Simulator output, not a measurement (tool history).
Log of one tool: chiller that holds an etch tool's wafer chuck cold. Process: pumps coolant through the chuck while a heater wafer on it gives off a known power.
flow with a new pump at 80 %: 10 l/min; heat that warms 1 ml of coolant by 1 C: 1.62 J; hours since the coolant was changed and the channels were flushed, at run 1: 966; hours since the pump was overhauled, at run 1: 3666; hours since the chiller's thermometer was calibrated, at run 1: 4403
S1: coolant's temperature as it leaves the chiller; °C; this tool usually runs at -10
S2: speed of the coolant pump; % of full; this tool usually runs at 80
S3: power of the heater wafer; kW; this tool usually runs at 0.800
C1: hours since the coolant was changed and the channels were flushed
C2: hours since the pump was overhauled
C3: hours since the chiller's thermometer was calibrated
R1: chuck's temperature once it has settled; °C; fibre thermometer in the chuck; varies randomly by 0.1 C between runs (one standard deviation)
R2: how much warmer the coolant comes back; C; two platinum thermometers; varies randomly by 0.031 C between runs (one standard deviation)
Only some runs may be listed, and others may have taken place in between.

run	hour	S1	S2	S3	C1	C2	C3	R1	R2
1	0.0	-10	80	0.800	966	3666	4403	0.1	3.12
2	77.1	-10	74	0.800	1043	3743	4480	0.6	3.40
3	161.7	-10	74	0.800	1127	3828	4565	0.8	3.39
4	203.9	-10	80	0.800	1170	3870	4607	0.1	3.05
5	241.6	-10	80	0.800	1207	3908	4645	0.1	3.15
6	309.5	-16	80	0.800	1275	3976	4713	-5.9	3.09
7	383.6	-16	80	0.800	1349	4050	4787	-5.6	3.12
8	452.1	-10	80	0.800	1418	4119	4855	0.5	3.06
9	509.9	-10	80	0.800	1476	4176	4913	0.4	3.12
10	573.0	-8	64	1.174	1539	4239	4976	9.7	5.81
11	646.2	-19	64	1.174	1612	4313	5049	-1.1	5.85
12	683.3	-10	83	0.548	1649	4350	5086	-3.3	2.09
13	753.6	-12	82	0.791	1719	4420	5157	-2.0	3.05
# hour 809.1: chiller's thermometer calibrated
14	843.4	-13	69	0.412	1808	4509	34	-6.6	1.90
15	908.6	-13	69	0.412	1873	4574	99	-6.9	1.88
16	951.3	-10	92	0.539	1916	4617	142	-2.9	1.85
17	1033.9	-10	92	0.539	1999	4699	225	-3.0	1.87

What if the next run were any one of these 5? Each begins from the tool's condition after run 17:
A	1081.7	-4	74	0.763	2046	4747	273	?	?
B	1081.7	-10	63	1.026	2046	4747	273	?	?
C	1081.7	-10	62	0.800	2046	4747	273	?	?
D	1081.7	-19	84	0.825	2046	4747	273	?	?
E	1081.7	-10	84	0.825	2046	4747	273	?	?

run	R1	R2
A	7.1	3.21
B	6.6	5.24
C	2.9	4.18
D	-7.5	3.06
E	1.2	3.04
Without the tool's hidden state the same runs would have given:
run	R1	R2
A	6.3	3.02
B	5.5	4.94
C	2.0	3.94
D	-8.3	2.88
E	0.4	2.86
